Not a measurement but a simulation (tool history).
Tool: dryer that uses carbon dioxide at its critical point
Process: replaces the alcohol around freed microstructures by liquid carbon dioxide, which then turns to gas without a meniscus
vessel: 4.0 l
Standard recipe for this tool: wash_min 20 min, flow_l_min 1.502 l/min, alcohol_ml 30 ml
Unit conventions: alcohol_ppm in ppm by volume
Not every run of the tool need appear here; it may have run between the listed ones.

| run | day | wash_min | flow_l_min | alcohol_ml | alcohol_ppm |
|---|---|---|---|---|---|
| 1 | 0.000 | 20 | 1.502 | 30 | 51 |
| 2 | 0.342 | 20 | 1.502 | 30 | 54 |
| 3 | 0.662 | 20 | 1.502 | 30 | 55 |
| 4 | 0.879 | 20 | 1.502 | 30 | 60 |
| 5 | 1.121 | 20 | 1.502 | 30 | 59 |
| 6 | 1.396 | 20 | 1.620 | 30 | 53 |
| 7 | 1.688 | 20 | 1.620 | 30 | 52 |
| 8 | 1.929 | 20 | 1.620 | 30 | 59 |
| 9 | 2.171 | 20 | 1.620 | 59 | 70 |
| 10 | 2.446 | 20 | 1.502 | 30 | 65 |
| 11 | 2.717 | 20 | 1.502 | 30 | 60 |
| 12 | 2.954 | 17 | 1.502 | 30 | 88 |
| 13 | 3.175 | 20 | 1.502 | 30 | 66 |
| 14 | 3.408 | 20 | 1.502 | 30 | 75 |
| 15 | 3.758 | 20 | 2.530 | 118 | 55 |
| 16 | 3.996 | 20 | 2.530 | 118 | 58 |
| 17 | 4.162 | 13 | 1.502 | 30 | 173 |
| 18 | 4.388 | 16 | 1.300 | 30 | 149 |
| 19 | 4.712 | 16 | 1.300 | 30 | 148 |
| 20 | 4.983 | 17 | 1.180 | 53 | 259 |
| 21 | 5.246 | 20 | 1.460 | 30 | 83 |
| 22 | 5.617 | 26 | 2.300 | 62 | 66 |
| 23 | 5.858 | 26 | 2.300 | 62 | 64 |
| 24 | 6.217 | 26 | 2.300 | 62 | 69 |
| 25 | 6.454 | 26 | 1.990 | 22 | 67 |
| 26 | 6.612 | 26 | 1.990 | 22 | 59 |
| 27 | 6.862 | 17 | 1.502 | 20 | 83 |

Predict each of these 4 candidate next runs independently; none follows another, all start after run 27:
| A | 7.079 | 31 | 1.200 | 53 | ? |
| B | 7.079 | 17 | 1.502 | 32 | ? |
| C | 7.079 | 16 | 1.502 | 25 | ? |
| D | 7.079 | 16 | 1.750 | 89 | ? |

| run | alcohol_ppm |
|---|---|
| A | 63 |
| B | 103 |
| C | 100 |
| D | 123 |
Had the tool no hidden state, the same runs would have come out as:
| run | alcohol_ppm |
|---|---|
| A | 3 |
| B | 40 |
| C | 37 |
| D | 54 |
